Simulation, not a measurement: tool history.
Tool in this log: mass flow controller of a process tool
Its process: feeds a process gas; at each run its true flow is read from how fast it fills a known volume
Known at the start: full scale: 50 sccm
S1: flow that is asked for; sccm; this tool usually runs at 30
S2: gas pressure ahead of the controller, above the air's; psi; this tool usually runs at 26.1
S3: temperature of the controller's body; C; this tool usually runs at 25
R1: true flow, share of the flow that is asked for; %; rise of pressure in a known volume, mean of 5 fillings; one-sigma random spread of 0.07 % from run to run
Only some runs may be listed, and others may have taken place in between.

Run 1, hour 0: usual settings. Result: R1 100.73 %.
Run 2, hour 383: usual settings. Result: R1 101.02 %.
Run 3, hour 538.7: usual settings. Result: R1 101.17 %.
Run 4, hour 801.6: usual settings but S1 7 sccm. Result: R1 100.59 %.
Run 5, hour 962.5: usual settings but S1 10 sccm. Result: R1 100.52 %.
Run 6, hour 1127.5: usual settings but S1 10 sccm, S2 32.6 psi. Result: R1 100.26 %.
Run 7, hour 1289.4: usual settings but S1 10 sccm, S2 32.6 psi. Result: R1 100.58 %.
Run 8, hour 1497.6: usual settings but S1 10 sccm, S2 32.6 psi. Result: R1 100.62 %.
Run 9, hour 1742.8: usual settings but S1 10 sccm, S2 32.6 psi. Result: R1 100.65 %.
At hour 1807.2: controller exchanged for a calibrated one.
Run 10, hour 2123.6: usual settings but S1 10 sccm. Result: R1 98.33 %.
Run 11, hour 2499.9: usual settings but S1 43 sccm. Result: R1 99.99 %.

Run 12 is up next; what results do you expect?
Run 12, hour 2865: usual settings but S3 40 C. Result: R1 ?.

R1: 99.7 %
The same run, on a tool lacking any hidden state, would have yielded R1 99.43 %.
